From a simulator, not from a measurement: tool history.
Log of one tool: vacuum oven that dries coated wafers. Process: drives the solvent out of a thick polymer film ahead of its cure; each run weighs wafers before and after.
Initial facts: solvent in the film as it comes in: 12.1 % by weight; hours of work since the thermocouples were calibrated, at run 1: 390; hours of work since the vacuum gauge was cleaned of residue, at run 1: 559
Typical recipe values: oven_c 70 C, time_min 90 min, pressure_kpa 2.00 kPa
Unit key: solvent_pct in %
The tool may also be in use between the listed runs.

run      day  oven_c  time_min  pressure_kpa  hours of work since the thermocouples were calibrated  hours of work since the vacuum gauge was cleaned of residue  solvent_pct
  1    0.000      70        90          2.00                                                    390                                                          559         1.85
  2    3.550      70        90          2.00                                                    434                                                          603         1.82
  3    6.250      70        90          2.00                                                    468                                                          637         1.89
  4   10.896      70        90          2.00                                                    526                                                          695         1.89
  5   14.004      70        90          2.00                                                    564                                                          733         1.85
  6   16.333      70        90          2.00                                                    594                                                          762         1.81
  7   20.638      70        90          2.00                                                    647                                                          816         1.88
  8   25.292      70        90          2.00                                                    705                                                          874         1.87
  9   27.425      70        90          2.00                                                    732                                                          901         1.91
 10   30.825      70        90          2.00                                                    774                                                          943         1.93
 11   35.583      70        90          2.00                                                    833                                                         1002         1.93
 12   39.721      70        90          2.00                                                    885                                                         1054         1.89
 13   43.300      70        90          2.00                                                    930                                                         1099         1.88
 14   46.175      69        90          2.00                                                    965                                                         1134         1.99
 15   49.975      69       139          2.00                                                   1013                                                         1182         1.76
 16   52.296      70        90          2.00                                                   1042                                                         1211         1.89
 17   55.008      70        90          2.00                                                   1076                                                         1244         1.92
 18   59.367      70        49          2.00                                                   1130                                                         1299         2.96
 19   62.125      70        90          2.00                                                   1164                                                         1333         1.89
 20   65.446      70        90          2.00                                                   1206                                                         1375         1.96
 21   68.904      70        90          2.00                                                   1249                                                         1418         1.94
 22   72.696      70        90          2.00                                                   1296                                                         1465         1.96
      73.108  -- oven's thermocouples calibrated
 23   76.454      70        90          7.32                                                     42                                                         1511         5.31
 24   78.579      70        90          2.00                                                     68                                                         1537         1.96
 25   80.721      70        90          2.00                                                     95                                                         1564         1.93
 26   83.217      59        84          3.09                                                    126                                                         1595         4.69
 27   87.638      59        84          3.09                                                    181                                                         1650         4.73
      89.608  -- oven's thermocouples calibrated, once more
 28   91.158      82        90          2.00                                                     19                                                         1693         1.14
 29   95.179      78        71          2.00                                                     69                                                         1743         1.51
 30   98.342      63        71          2.00                                                    109                                                         1782         3.51
 31  101.504      63        71          2.00                                                    148                                                         1822         3.51
 32  104.154      72        46          6.00                                                    181                                                         1855         5.18
 33  108.662      72       126          6.00                                                    238                                                         1911         4.21
 34  112.821      78       117          6.94                                                    289                                                         1963         3.68
 35  116.767      78        65          1.31                                                    339                                                         2012         1.23
 36  120.862      84        96          2.00                                                    390                                                         2063         1.07
 37  124.558      84        96          2.00                                                    436                                                         2109         1.07
 38  127.696      58        93          7.60                                                    475                                                         2148         9.70
 39  130.962      68       128          3.59                                                    515                                                         2189         3.26
 40  134.179      70       153          2.00                                                    556                                                         2229         1.93
 41  138.392      60       152          2.00                                                    608                                                         2282         3.09
 42  140.954      68       156          1.82                                                    640                                                         2314         1.98
 43  143.892      67       125          5.99                                                    677                                                         2350         5.26
 44  146.608      67       125          5.99                                                    710                                                         2384         5.19
 45  149.079      71        70          5.99                                                    741                                                         2415         4.69
 46  151.842      77       141          5.99                                                    776                                                         2449         3.35
 47  155.054      70        66          4.84                                                    816                                                         2489         4.21

A few steps of solvent_pct between consecutive runs. Split each: what settings, incoming material and random variation would produce without the hidden state, and what is left over for the hidden state, along with gauge scatter present in only one of the two compared results (measured, and without hidden state):
Hidden conditions of the tool in this case: true wafer temperature over the reading, C; true pressure over the reading, kPa; drift of the gauge itself on solvent_pct, %.
Run 22 -> 23: pressure_kpa 2.00 -> 7.32, oven's thermocouples calibrated. solvent_pct +3.35 %: hidden state -0.26, all else +3.61.
Run 23 -> 24: pressure_kpa 7.32 -> 2.00. solvent_pct -3.35 %: hidden state +0.24, all else -3.59.
Run 27 -> 28: oven_c 59 -> 82, time_min 84 -> 90, pressure_kpa 3.09 -> 2.00, oven's thermocouples calibrated, once more. solvent_pct -3.59 %: hidden state +0.13, all else -3.72.
Run 31 -> 32: oven_c 63 -> 72, time_min 71 -> 46, pressure_kpa 2.00 -> 6.00. solvent_pct +1.67 %: hidden state -0.21, all else +1.88.
Run 37 -> 38: oven_c 84 -> 58, time_min 96 -> 93, pressure_kpa 2.00 -> 7.60. solvent_pct +8.63 %: hidden state +0.06, all else +8.57.
Run 38 -> 39: oven_c 58 -> 68, time_min 93 -> 128, pressure_kpa 7.60 -> 3.59. solvent_pct -6.44 %: hidden state +0.08, all else -6.52.
